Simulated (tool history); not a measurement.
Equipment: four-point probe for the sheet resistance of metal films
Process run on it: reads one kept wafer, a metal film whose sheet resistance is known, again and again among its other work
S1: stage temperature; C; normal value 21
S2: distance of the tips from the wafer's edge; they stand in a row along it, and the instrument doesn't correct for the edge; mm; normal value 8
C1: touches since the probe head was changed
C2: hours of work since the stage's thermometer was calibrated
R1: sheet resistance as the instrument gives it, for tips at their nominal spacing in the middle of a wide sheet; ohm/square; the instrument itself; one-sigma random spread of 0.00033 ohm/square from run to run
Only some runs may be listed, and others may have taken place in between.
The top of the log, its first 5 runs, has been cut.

run,hour,S1,S2,C1,C2,R1
6,312.4,21,8,123496,329,1.650018
7,398.9,21,8,128199,384,1.650080
8,465.8,21,8,131838,426,1.650258
9,536.9,21,8,135701,470,1.650248
10,609.1,21,8,139624,515,1.650177
11,651.2,21,8,141918,542,1.649818
12,733.8,21,8,146404,594,1.650259
13,772.0,21,8,148480,618,1.649767
14,854.3,21,21,152955,669,1.631641
15,934.3,21,3,157306,719,1.769538
16,1017.7,21,3,161841,772,1.769764
17,1080.7,21,3,165264,811,1.769971
18,1125.0,21,3,167670,839,1.770725
# hour 1177.4: new probe head fitted
19,1189.5,21,3,659,879,1.770597
20,1243.9,21,8,3618,913,1.649504
21,1287.3,21,8,5973,940,1.649872
22,1351.3,21,8,9453,980,1.649804
23,1415.1,21,8,12924,1020,1.649427
24,1482.4,25,20,16584,1063,1.629009
25,1531.8,21,56,19266,1093,1.628791
26,1589.3,27,7,22390,1130,1.652649
27,1637.3,34,9,25005,1160,1.636556
28,1707.7,22,11,28829,1204,1.638934
29,1749.3,22,11,31090,1230,1.638826

What does the tool deliver on the next run?
30,1807.5,27,11,34254,1266,?

{"run 30": {"R1": 1.635734}}
The same run, on a tool lacking any hidden state, would have yielded R1 1.635750 ohm/square.
